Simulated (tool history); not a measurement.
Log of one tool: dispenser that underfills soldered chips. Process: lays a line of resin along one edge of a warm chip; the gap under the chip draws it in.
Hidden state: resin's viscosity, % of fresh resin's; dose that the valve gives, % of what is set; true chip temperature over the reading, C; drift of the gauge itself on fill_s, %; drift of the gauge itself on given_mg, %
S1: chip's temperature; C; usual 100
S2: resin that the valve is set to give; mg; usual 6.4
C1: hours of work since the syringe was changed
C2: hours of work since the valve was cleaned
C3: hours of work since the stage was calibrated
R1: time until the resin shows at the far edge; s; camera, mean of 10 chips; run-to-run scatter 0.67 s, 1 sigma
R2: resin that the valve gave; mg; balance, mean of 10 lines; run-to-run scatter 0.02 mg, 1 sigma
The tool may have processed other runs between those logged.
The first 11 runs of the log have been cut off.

run   hour   S1    S2  C1  C2   C3     R1    R2
      85.5  -- new syringe of resin
      90.3  -- dispensing valve cleaned and set on the balance
 12   94.5  100   6.4   6   3   81   72.2  6.39
 13   99.8  100   6.4  10   7   85   84.9  6.35
     100.8  -- new syringe of resin
 14  106.7  100   6.4   4  12   90   70.7   6.4
     115.3  -- new syringe of resin
 15  115.3   90   6.4   0  19   96     91  6.34
 16  123.8   90   6.4   7  25  103  117.1  6.33
       130  -- new syringe of resin
 17  133.4   90   6.4   3  32  110  100.4  6.25
 18  141.4  108   6.4   9  38  116   56.4  6.23
     144.1  -- new syringe of resin
     148.8  -- dispensing valve cleaned and set on the balance
 19  153.3  108   6.4   6   3  124   52.2  6.39
     159.6  -- new syringe of resin
 20  159.6  108   6.4   0   8  129   41.7  6.37
 21    165   89  6.45   4  12  133  113.9  6.41

What will run 22 give?
     173.7  -- new syringe of resin
 22  175.5  89  6.45   1  20  141   ?   ?

R1: 103.5 s
R2: 6.3 mg
Without the tool's hidden state the same run would have given R1 99.9 s, R2 6.42 mg.
